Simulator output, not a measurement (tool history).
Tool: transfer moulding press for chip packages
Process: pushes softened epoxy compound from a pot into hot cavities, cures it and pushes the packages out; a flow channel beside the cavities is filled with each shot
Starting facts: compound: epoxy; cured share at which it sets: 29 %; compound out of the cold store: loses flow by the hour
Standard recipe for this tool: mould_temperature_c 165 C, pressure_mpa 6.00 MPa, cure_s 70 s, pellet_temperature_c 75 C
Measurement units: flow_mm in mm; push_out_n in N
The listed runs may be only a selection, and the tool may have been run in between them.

run   hour  mould_temperature_c  pressure_mpa  cure_s  pellet_temperature_c  incoming compound's hours out of the cold store  flow_mm  push_out_n
  1    0.0                  165          6.00      70                    75                                             11.8      864         665
      19.4  -- cavities cleaned with cleaning compound and waxed
  2   22.0                  165          6.00      70                    75                                             29.7      782         932
  3   47.3                  165          6.00      70                    75                                             40.7      738         885
      63.9  -- cavities cleaned with cleaning compound and waxed
  4   68.3                  164          6.00      70                    75                                             30.6      765         494
  5   92.4                  165          6.00      70                    75                                             34.0      756         690
     108.2  -- cavities cleaned with cleaning compound and waxed
  6  113.4                  165          6.00      70                    75                                             44.3      708         467
     134.5  -- cavities cleaned with cleaning compound and waxed, once more
  7  136.0                  165          6.00      70                    75                                             31.8      763         460
  8  152.0                  165          6.11      70                    75                                             26.0      779         635
  9  163.4                  172          6.11      70                    75                                             25.4      776         592
     178.3  -- cavities cleaned with cleaning compound and waxed
 10  188.8                  165          6.00     109                    75                                             11.7      837         462
 11  210.3                  161          6.41     100                    77                                             22.8      814         604
     219.3  -- plunger's sealing rings changed
     225.2  -- cavities cleaned with cleaning compound and waxed
 12  239.6                  167          6.00      50                    79                                             22.6      857        1166
 13  251.8                  160          6.13      50                    79                                             22.5      863        2011
     269.7  -- cavities cleaned with cleaning compound and waxed
 14  277.3                  165          6.00      95                    65                                             35.2      796         426
 15  300.4                  165          6.00      95                    65                                             16.7      875         574
     314.6  -- cavities cleaned with cleaning compound and waxed
 16  319.8                  165          6.00      95                    65                                             38.0      771         400
 17  332.0                  170          5.84     106                    69                                             45.7      721         489
 18  342.7                  172          5.99      67                    66                                             11.9      881         597

Consider 5 possible next runs. They are alternatives, not a sequence: every one starts from the tool as it was left by run 18. What does each give?
     358.7  -- cavities cleaned with cleaning compound and waxed
  A  364.3                  170          5.99      67                    66                                             10.2        ?           ?
     358.7  -- cavities cleaned with cleaning compound and waxed
  B  364.3                  165          6.00      84                    75                                             26.5        ?           ?
     358.7  -- cavities cleaned with cleaning compound and waxed
  C  364.3                  160          6.00      77                    66                                              9.9        ?           ?
     358.7  -- cavities cleaned with cleaning compound and waxed
  D  364.3                  165          6.08      82                    73                                             35.6        ?           ?
     358.7  -- cavities cleaned with cleaning compound and waxed
  E  364.3                  165          6.00      70                    75                                             23.2        ?           ?

run  flow_mm  push_out_n
  A      886         460
  B      814         428
  C      900         563
  D      777         434
  E      837         501
With no hidden state in the tool, these same runs would have given:
run  flow_mm  push_out_n
  A      910         384
  B      836         358
  C      925         464
  D      799         362
  E      860         415

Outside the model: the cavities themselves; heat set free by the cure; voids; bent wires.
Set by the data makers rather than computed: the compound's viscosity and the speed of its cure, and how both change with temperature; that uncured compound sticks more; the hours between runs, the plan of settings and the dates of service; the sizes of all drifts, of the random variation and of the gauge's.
